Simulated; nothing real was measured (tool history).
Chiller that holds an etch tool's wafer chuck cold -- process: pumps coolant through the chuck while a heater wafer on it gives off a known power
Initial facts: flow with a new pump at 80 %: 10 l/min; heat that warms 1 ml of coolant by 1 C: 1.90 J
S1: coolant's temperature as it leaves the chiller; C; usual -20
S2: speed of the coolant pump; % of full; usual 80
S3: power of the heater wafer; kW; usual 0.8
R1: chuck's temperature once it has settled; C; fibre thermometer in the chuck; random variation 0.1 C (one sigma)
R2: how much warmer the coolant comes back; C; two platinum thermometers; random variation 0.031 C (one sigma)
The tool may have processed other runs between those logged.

run	hour	S1	S2	S3	R1	R2
1	0	-20	80	0.8	-14.5	2.54
2	23.6	-20	80	1.147	-11.9	3.52
3	66	-20	70	0.8	-13.6	2.85
4	105.9	-20	70	0.8	-13.7	2.92
5	135.9	-11	80	0.8	-5.3	2.58
6	154.7	-11	80	0.8	-5.4	2.57
7	184.7	-11	80	0.8	-5.4	2.53
8	219.3	-20	66	0.8	-13.6	3.08
9	254.1	-20	66	0.8	-13.6	3.06
10	286.4	-20	80	0.447	-17	1.39
11	315.8	-20	80	0.447	-17	1.45
12	348.8	-20	69	0.8	-13.8	2.89
13	373.4	-20	80	0.8	-14.5	2.56
14	413.1	-21	80	0.769	-15.6	2.44
15	445	-21	80	0.769	-15.8	2.45
16	478.5	-25	94	0.41	-22.5	1.09
17	496.5	-27	96	0.425	-24.6	1.14
18	517.7	-27	96	0.425	-24.4	1.14
19	561.4	-27	96	0.778	-22.3	2.08
20	598.9	-27	96	0.778	-22.4	2.1
21	619.1	-15	79	0.778	-9.5	2.52
22	652.6	-11	95	0.783	-6.1	2.08
23	679.5	-12	80	0.612	-7.7	2
24	704.7	-12	80	0.612	-7.7	1.93
25	733.5	-12	80	0.612	-7.7	1.94

What if the next run were any one of these 5? Each begins from the tool's condition after run 25:
A	763.4	-18	68	0.8	?	?
B	763.4	-19	80	1.013	?	?
C	763.4	-12	88	0.612	?	?
D	763.4	-14	72	0.612	?	?
E	763.4	-12	80	0.575	?	?

run	R1	R2
A	-11.7	2.97
B	-12	3.22
C	-8.1	1.74
D	-9.3	2.16
E	-7.9	1.8
With no hidden state in the tool, these same runs would have given:
run	R1	R2
A	-11.7	2.97
B	-12	3.22
C	-8.1	1.74
D	-9.3	2.16
E	-7.9	1.8
